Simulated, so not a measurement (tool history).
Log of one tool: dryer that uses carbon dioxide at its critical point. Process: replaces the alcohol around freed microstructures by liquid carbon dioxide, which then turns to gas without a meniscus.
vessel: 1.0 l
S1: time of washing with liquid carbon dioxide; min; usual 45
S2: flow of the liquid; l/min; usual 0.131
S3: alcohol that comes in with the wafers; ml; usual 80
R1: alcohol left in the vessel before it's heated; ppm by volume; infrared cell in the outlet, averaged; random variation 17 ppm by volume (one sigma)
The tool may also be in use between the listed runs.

| run | hour | S1 | S2 | S3 | R1 |
|---|---|---|---|---|---|
| 1 | 0.0 | 45 | 0.131 | 80 | 1498 |
| 2 | 61.8 | 31 | 0.131 | 80 | 5240 |
| 3 | 127.3 | 31 | 0.131 | 80 | 5448 |
| 4 | 178.9 | 31 | 0.131 | 80 | 5655 |
| 5 | 225.9 | 31 | 0.131 | 80 | 5824 |
| 6 | 258.8 | 31 | 0.131 | 80 | 6220 |
| 7 | 308.7 | 31 | 0.131 | 80 | 6368 |
| 8 | 360.7 | 31 | 0.131 | 29 | 2577 |
| 9 | 394.4 | 31 | 0.131 | 29 | 2667 |
|  | 422.2 | inlet filter changed |
| 10 | 461.4 | 31 | 0.131 | 29 | 1822 |
|  | 498.4 | purifier's bed changed |
| 11 | 527.8 | 31 | 0.131 | 29 | 1638 |
| 12 | 562.6 | 31 | 0.131 | 23 | 1352 |
| 13 | 632.1 | 52 | 0.131 | 80 | 784 |
| 14 | 673.8 | 52 | 0.131 | 80 | 849 |
| 15 | 743.2 | 52 | 0.131 | 80 | 933 |
| 16 | 780.1 | 45 | 0.131 | 80 | 1774 |
| 17 | 834.2 | 45 | 0.131 | 80 | 1864 |
| 18 | 885.0 | 45 | 0.193 | 80 | 414 |
| 19 | 931.1 | 45 | 0.193 | 80 | 485 |
| 20 | 986.5 | 45 | 0.193 | 80 | 520 |
|  | 1011.4 | inlet filter changed |
| 21 | 1034.0 | 45 | 0.131 | 118 | 1770 |
| 22 | 1096.7 | 45 | 0.131 | 118 | 1975 |
| 23 | 1156.1 | 45 | 0.130 | 102 | 1822 |
| 24 | 1189.3 | 45 | 0.096 | 88 | 4682 |
| 25 | 1221.5 | 45 | 0.096 | 88 | 4686 |
| 26 | 1284.7 | 52 | 0.165 | 85 | 436 |
| 27 | 1330.5 | 55 | 0.138 | 23 | 333 |
| 28 | 1363.6 | 55 | 0.138 | 23 | 343 |
| 29 | 1396.5 | 31 | 0.105 | 51 | 6331 |
| 30 | 1435.0 | 32 | 0.115 | 63 | 6124 |
| 31 | 1478.3 | 31 | 0.131 | 42 | 3528 |
| 32 | 1507.4 | 31 | 0.131 | 42 | 3637 |
| 33 | 1545.8 | 31 | 0.131 | 42 | 3627 |
|  | 1593.3 | inlet filter changed |
| 34 | 1607.9 | 30 | 0.131 | 42 | 2598 |
| 35 | 1658.0 | 31 | 0.131 | 42 | 2562 |
| 36 | 1727.8 | 35 | 0.150 | 24 | 832 |
| 37 | 1757.3 | 35 | 0.150 | 24 | 884 |
|  | 1769.2 | purifier's bed changed |
| 38 | 1830.2 | 29 | 0.131 | 29 | 2263 |
| 39 | 1863.3 | 45 | 0.105 | 28 | 1166 |
| 40 | 1931.4 | 28 | 0.102 | 43 | 6607 |
| 41 | 1961.2 | 28 | 0.102 | 43 | 6922 |
| 42 | 1994.0 | 40 | 0.197 | 80 | 561 |
| 43 | 2030.8 | 40 | 0.197 | 80 | 586 |
| 44 | 2097.0 | 38 | 0.131 | 50 | 2296 |

4 ways to go on from here, each from the tool as it stands after run 44. What would each give?
| A | 2141.1 | 55 | 0.152 | 50 | ? |
| B | 2141.1 | 55 | 0.180 | 50 | ? |
| C | 2141.1 | 45 | 0.219 | 50 | ? |
| D | 2141.1 | 28 | 0.131 | 80 | ? |

| run | R1 |
|---|---|
| A | 379 |
| B | 199 |
| C | 203 |
| D | 8372 |
Without the tool's hidden state the same runs would have given:
| run | R1 |
|---|---|
| A | 113 |
| B | 42 |
| C | 40 |
| D | 5306 |

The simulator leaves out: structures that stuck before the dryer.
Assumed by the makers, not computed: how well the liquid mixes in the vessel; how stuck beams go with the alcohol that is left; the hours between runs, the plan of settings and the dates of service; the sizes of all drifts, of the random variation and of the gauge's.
